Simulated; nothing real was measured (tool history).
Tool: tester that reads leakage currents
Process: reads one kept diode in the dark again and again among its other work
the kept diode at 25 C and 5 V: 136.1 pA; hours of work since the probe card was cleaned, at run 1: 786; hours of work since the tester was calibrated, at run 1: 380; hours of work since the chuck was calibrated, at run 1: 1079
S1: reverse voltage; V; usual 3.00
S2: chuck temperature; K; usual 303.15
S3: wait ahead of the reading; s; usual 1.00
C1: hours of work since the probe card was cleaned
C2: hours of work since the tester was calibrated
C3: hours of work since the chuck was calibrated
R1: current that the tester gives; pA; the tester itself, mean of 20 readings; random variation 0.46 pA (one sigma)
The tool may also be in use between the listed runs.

run    hour     S1      S2    S3    C1   C2    C3      R1
  1     0.0   3.00  303.15  1.00   786  380  1079  149.01
  2    76.9   3.00  303.15  1.00   824  418  1117  148.84
  3   118.1   3.00  303.15  1.00   844  438  1137  149.25
  4   200.9  14.47  303.15  1.00   884  478  1177  378.56
  5   257.6  14.47  303.15  1.00   912  506  1205  379.28
  6   343.0   3.00  303.15  1.00   954  548  1247  148.32
  7   380.6   3.00  303.15  1.00   972  566  1265  148.44
  8   419.4   3.00  303.15  1.00   991  585  1284  148.21
  9   483.1   3.00  303.15  1.00  1022  616  1315  148.66
 10   569.7   3.00  303.15  1.00  1064  658  1357  147.91
 11   656.2   3.00  303.15  1.06  1106  701  1400  148.60
      690.7  -- chuck's temperature calibrated
 12   739.7   4.98  303.15  7.68  1146  740    24  206.41
 13   792.8   4.98  303.15  7.68  1172  766    50  207.53
 14   873.7   9.56  303.15  7.68  1212  806    89  304.26
 15   924.8  12.11  306.15  5.77  1237  831   114  441.27
 16   989.4  12.11  306.15  4.07  1268  862   146  439.21
 17  1056.4  12.11  306.15  4.07  1301  895   178  441.96
 18  1115.1   5.45  309.15  4.07  1329  923   207  343.69
 19  1171.6   8.46  309.15  1.94  1357  951   235  444.96
 20  1211.6   4.21  303.15  1.00  1376  970   254  188.64
 21  1266.9   4.21  303.15  0.82  1403  997   281  187.23

3 ways to go on from here, each from the tool as it stands after run 21. What would each give?
  A  1349.8   3.00  303.15  5.67  1444  1038  322   ?
  B  1349.8  10.08  299.15  0.82  1444  1038  322   ?
  C  1349.8  10.93  312.15  0.36  1444  1038  322   ?

run      R1
  A  153.25
  B  236.50
  C  651.41
Without the tool's hidden state the same runs would have given:
run      R1
  A  151.65
  B  224.88
  C  646.70

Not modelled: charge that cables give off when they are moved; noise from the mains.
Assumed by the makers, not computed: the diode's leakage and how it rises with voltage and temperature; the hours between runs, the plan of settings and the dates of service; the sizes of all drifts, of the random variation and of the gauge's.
